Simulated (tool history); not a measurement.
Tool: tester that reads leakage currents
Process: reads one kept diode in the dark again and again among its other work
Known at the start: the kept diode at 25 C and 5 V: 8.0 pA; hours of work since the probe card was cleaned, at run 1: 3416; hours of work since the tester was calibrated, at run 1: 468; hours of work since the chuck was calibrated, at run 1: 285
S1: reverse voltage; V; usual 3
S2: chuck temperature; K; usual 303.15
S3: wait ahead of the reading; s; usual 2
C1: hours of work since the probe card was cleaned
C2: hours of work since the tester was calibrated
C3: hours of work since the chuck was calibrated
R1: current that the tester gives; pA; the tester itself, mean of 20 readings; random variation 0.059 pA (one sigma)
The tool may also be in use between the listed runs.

{"run": 1, "hour": 0.0, "S1": 3, "S2": 303.15, "S3": 2, "C1": 3416, "C2": 468, "C3": 285, "R1": 16.74}
{"run": 2, "hour": 118.7, "S1": 3, "S2": 303.15, "S3": 2, "C1": 3498, "C2": 550, "C3": 367, "R1": 16.74}
{"run": 3, "hour": 256.8, "S1": 3, "S2": 303.15, "S3": 2, "C1": 3594, "C2": 646, "C3": 463, "R1": 16.99}
{"hour": 321.5, "done": "probe card cleaned and baked"}
{"run": 4, "hour": 410.0, "S1": 3, "S2": 303.15, "S3": 2, "C1": 61, "C2": 750, "C3": 567, "R1": 9.71}
{"run": 5, "hour": 502.9, "S1": 3, "S2": 303.15, "S3": 2, "C1": 126, "C2": 815, "C3": 631, "R1": 9.78}
{"run": 6, "hour": 615.2, "S1": 10.6, "S2": 303.15, "S3": 2, "C1": 204, "C2": 892, "C3": 709, "R1": 16.84}
{"run": 7, "hour": 743.9, "S1": 10.6, "S2": 303.15, "S3": 2, "C1": 293, "C2": 982, "C3": 798, "R1": 17.04}
{"run": 8, "hour": 919.2, "S1": 10.6, "S2": 303.15, "S3": 2, "C1": 414, "C2": 1103, "C3": 920, "R1": 17.96}
{"run": 9, "hour": 1047.2, "S1": 10.6, "S2": 303.15, "S3": 2, "C1": 503, "C2": 1192, "C3": 1009, "R1": 18.69}
{"run": 10, "hour": 1236.3, "S1": 10.6, "S2": 303.15, "S3": 2, "C1": 634, "C2": 1323, "C3": 1140, "R1": 19.24}
{"run": 11, "hour": 1366.7, "S1": 3, "S2": 315.15, "S3": 2, "C1": 724, "C2": 1413, "C3": 1230, "R1": 24.05}
{"hour": 1412.9, "done": "chuck's temperature calibrated"}
{"run": 12, "hour": 1478.1, "S1": 3, "S2": 315.15, "S3": 2, "C1": 800, "C2": 1489, "C3": 45, "R1": 26.95}
{"run": 13, "hour": 1611.6, "S1": 3.77, "S2": 318.15, "S3": 2.91, "C1": 893, "C2": 1582, "C3": 138, "R1": 36.07}
{"run": 14, "hour": 1764.1, "S1": 10.96, "S2": 301.15, "S3": 7.68, "C1": 998, "C2": 1687, "C3": 243, "R1": 20.76}
{"run": 15, "hour": 1848.4, "S1": 11.92, "S2": 315.15, "S3": 2, "C1": 1057, "C2": 1746, "C3": 302, "R1": 49.43}
{"run": 16, "hour": 1964.8, "S1": 3.13, "S2": 312.15, "S3": 2.92, "C1": 1138, "C2": 1826, "C3": 382, "R1": 22.14}
{"run": 17, "hour": 2043.6, "S1": 3, "S2": 306.15, "S3": 2, "C1": 1192, "C2": 1881, "C3": 437, "R1": 14.7}
{"run": 18, "hour": 2218.6, "S1": 3, "S2": 303.15, "S3": 6.96, "C1": 1313, "C2": 2002, "C3": 558, "R1": 12.1}
{"run": 19, "hour": 2381.7, "S1": 2.78, "S2": 303.15, "S3": 1.92, "C1": 1426, "C2": 2115, "C3": 671, "R1": 11.75}
{"run": 20, "hour": 2539.6, "S1": 2.78, "S2": 303.15, "S3": 0.78, "C1": 1536, "C2": 2225, "C3": 781, "R1": 12.16}
{"run": 21, "hour": 2719.0, "S1": 2.78, "S2": 303.15, "S3": 0.78, "C1": 1660, "C2": 2349, "C3": 905, "R1": 12.34}
{"run": 22, "hour": 2849.4, "S1": 3.27, "S2": 320.15, "S3": 2, "C1": 1751, "C2": 2439, "C3": 996, "R1": 37.78}
{"run": 23, "hour": 2981.6, "S1": 3.27, "S2": 320.15, "S3": 2, "C1": 1842, "C2": 2531, "C3": 1087, "R1": 37.8}
{"run": 24, "hour": 3115.6, "S1": 3.27, "S2": 320.15, "S3": 2, "C1": 1935, "C2": 2624, "C3": 1180, "R1": 37.5}

3 ways to go on from here, each from the tool as it stands after run 24. What would each give?
{"run": "A", "hour": 3200.1, "S1": 3.27, "S2": 320.15, "S3": 3.81, "C1": 1994, "C2": 2682, "C3": 1239, "R1": "?"}
{"run": "B", "hour": 3200.1, "S1": 2.22, "S2": 320.15, "S3": 2, "C1": 1994, "C2": 2682, "C3": 1239, "R1": "?"}
{"run": "C", "hour": 3200.1, "S1": 3.27, "S2": 309.15, "S3": 2, "C1": 1994, "C2": 2682, "C3": 1239, "R1": "?"}

run=A R1=37.32
run=B R1=31.86
run=C R1=18.87
Without the tool's hidden state the same runs would have given:
run=A R1=38.21
run=B R1=33.5
run=C R1=16.9
